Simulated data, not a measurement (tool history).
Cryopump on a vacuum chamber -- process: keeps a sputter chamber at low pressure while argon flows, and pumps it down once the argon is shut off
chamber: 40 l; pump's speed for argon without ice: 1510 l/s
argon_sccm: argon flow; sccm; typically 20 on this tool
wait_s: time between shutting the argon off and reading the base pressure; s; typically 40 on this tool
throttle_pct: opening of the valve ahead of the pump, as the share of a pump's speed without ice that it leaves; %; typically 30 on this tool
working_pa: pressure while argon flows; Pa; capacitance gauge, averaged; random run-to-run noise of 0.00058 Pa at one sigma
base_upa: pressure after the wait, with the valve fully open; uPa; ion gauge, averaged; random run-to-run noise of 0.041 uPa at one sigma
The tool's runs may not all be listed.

Run 1, hour 0: usual settings. Result: working_pa 0.0753 Pa, base_upa 3.27 uPa.
Run 2, hour 41.1: usual settings. Result: working_pa 0.0774 Pa, base_upa 3.33 uPa.
Run 3, hour 80.5: usual settings. Result: working_pa 0.0769 Pa, base_upa 3.28 uPa.
Run 4, hour 107.2: usual settings. Result: working_pa 0.0761 Pa, base_upa 3.32 uPa.
Run 5, hour 140.9: usual settings. Result: working_pa 0.0766 Pa, base_upa 3.32 uPa.
Run 6, hour 190.2: usual settings. Result: working_pa 0.0767 Pa, base_upa 3.41 uPa.
Run 7, hour 250.5: usual settings. Result: working_pa 0.0761 Pa, base_upa 3.41 uPa.
Run 8, hour 305.6: usual settings. Result: working_pa 0.0761 Pa, base_upa 3.35 uPa.
Run 9, hour 335.8: usual settings but argon_sccm 14 sccm. Result: working_pa 0.0546 Pa, base_upa 3.38 uPa.
Run 10, hour 376.2: usual settings but argon_sccm 14 sccm. Result: working_pa 0.0542 Pa, base_upa 3.34 uPa.
Run 11, hour 416.2: usual settings but wait_s 34 s. Result: working_pa 0.0762 Pa, base_upa 3.86 uPa.
Run 12, hour 474.6: usual settings but wait_s 34 s. Result: working_pa 0.0782 Pa, base_upa 3.77 uPa.
Run 13, hour 519.1: usual settings but wait_s 34 s. Result: working_pa 0.077 Pa, base_upa 3.77 uPa.
Run 14, hour 551.6: usual settings but wait_s 189 s. Result: working_pa 0.0783 Pa, base_upa 1.76 uPa.
Run 15, hour 614.4: usual settings but wait_s 32 s. Result: working_pa 0.0774 Pa, base_upa 4.02 uPa.
Run 16, hour 653.9: usual settings but wait_s 32 s. Result: working_pa 0.078 Pa, base_upa 4.07 uPa.
Run 17, hour 712.7: usual settings. Result: working_pa 0.0783 Pa, base_upa 3.53 uPa.
Run 18, hour 755.3: usual settings but argon_sccm 14 sccm, wait_s 199 s, throttle_pct 31 %. Result: working_pa 0.0527 Pa, base_upa 1.81 uPa.
Run 19, hour 788.4: usual settings but argon_sccm 32 sccm, wait_s 22 s, throttle_pct 29 %. Result: working_pa 0.1296 Pa, base_upa 5.51 uPa.
Run 20, hour 829.1: usual settings but argon_sccm 32 sccm, wait_s 156 s. Result: working_pa 0.1266 Pa, base_upa 1.95 uPa.
Run 21, hour 862.8: usual settings but argon_sccm 21 sccm, wait_s 176 s, throttle_pct 27 %. Result: working_pa 0.0926 Pa, base_upa 1.87 uPa.
Run 22, hour 921.7: usual settings but throttle_pct 35 %. Result: working_pa 0.069 Pa, base_upa 3.59 uPa.
Run 23, hour 952.7: usual settings but wait_s 98 s, throttle_pct 60 %. Result: working_pa 0.0417 Pa, base_upa 2.3 uPa.
Run 24, hour 1002.2: usual settings but wait_s 98 s, throttle_pct 60 %. Result: working_pa 0.0425 Pa, base_upa 2.3 uPa.
At hour 1064.3: pump warmed up, emptied and cooled again.
Run 25, hour 1065.9: usual settings but argon_sccm 21 sccm, wait_s 56 s, throttle_pct 37 %. Result: working_pa 0.0651 Pa, base_upa 2.79 uPa.
Run 26, hour 1109.7: usual settings but argon_sccm 21 sccm, wait_s 56 s, throttle_pct 37 %. Result: working_pa 0.0652 Pa, base_upa 2.8 uPa.
Run 27, hour 1157.8: usual settings but argon_sccm 21 sccm, wait_s 28 s, throttle_pct 20 %. Result: working_pa 0.1167 Pa, base_upa 4.36 uPa.
Run 28, hour 1217.7: usual settings but argon_sccm 12 sccm, wait_s 287 s. Result: working_pa 0.046 Pa, base_upa 1.58 uPa.
Run 29, hour 1249.8: usual settings but wait_s 21 s. Result: working_pa 0.0754 Pa, base_upa 5.52 uPa.
Run 30, hour 1287.5: usual settings but wait_s 63 s. Result: working_pa 0.0741 Pa, base_upa 2.7 uPa.
Run 31, hour 1341.5: usual settings but argon_sccm 11 sccm, wait_s 31 s, throttle_pct 36 %. Result: working_pa 0.0352 Pa, base_upa 4.25 uPa.
Run 32, hour 1371.2: usual settings but argon_sccm 22 sccm, wait_s 153 s, throttle_pct 41 %. Result: working_pa 0.0616 Pa, base_upa 1.95 uPa.
Run 33, hour 1406.7: usual settings but argon_sccm 17 sccm, wait_s 115 s, throttle_pct 33 %. Result: working_pa 0.0589 Pa, base_upa 2.09 uPa.

Some steps in working_pa, run to run, broken into two amounts with sign: the step expected even without the hidden condition (settings, incoming material, random variation), and the rest, left for the hidden condition together with whatever gauge scatter is not in both the measured and the hidden-condition-free result:
Unlogged tool condition in this case: pump's speed, % of a pump's without ice; cold plate's temperature, K; leak into the chamber, uPa l/s; drift of the gauge itself on working_pa, %; drift of the gauge itself on base_upa, %.
Run 18 -> 19: argon_sccm 14 -> 32, wait_s 199 -> 22, throttle_pct 31 -> 29. working_pa +0.0769 Pa: hidden state +0.0037, all else +0.0732.
Run 20 -> 21: argon_sccm 32 -> 21, wait_s 156 -> 176, throttle_pct 30 -> 27. working_pa -0.034 Pa: hidden state -0.0021, all else -0.0319.
Run 24 -> 25: argon_sccm 20 -> 21, wait_s 98 -> 56, throttle_pct 60 -> 37, pump warmed up, emptied and cooled again. working_pa +0.0226 Pa: hidden state -0.0042, all else +0.0268.
Run 26 -> 27: wait_s 56 -> 28, throttle_pct 37 -> 20. working_pa +0.0515 Pa: hidden state +0.0001, all else +0.0514.
Run 27 -> 28: argon_sccm 21 -> 12, wait_s 28 -> 287, throttle_pct 20 -> 30. working_pa -0.0707 Pa: hidden state -0.0003, all else -0.0704.

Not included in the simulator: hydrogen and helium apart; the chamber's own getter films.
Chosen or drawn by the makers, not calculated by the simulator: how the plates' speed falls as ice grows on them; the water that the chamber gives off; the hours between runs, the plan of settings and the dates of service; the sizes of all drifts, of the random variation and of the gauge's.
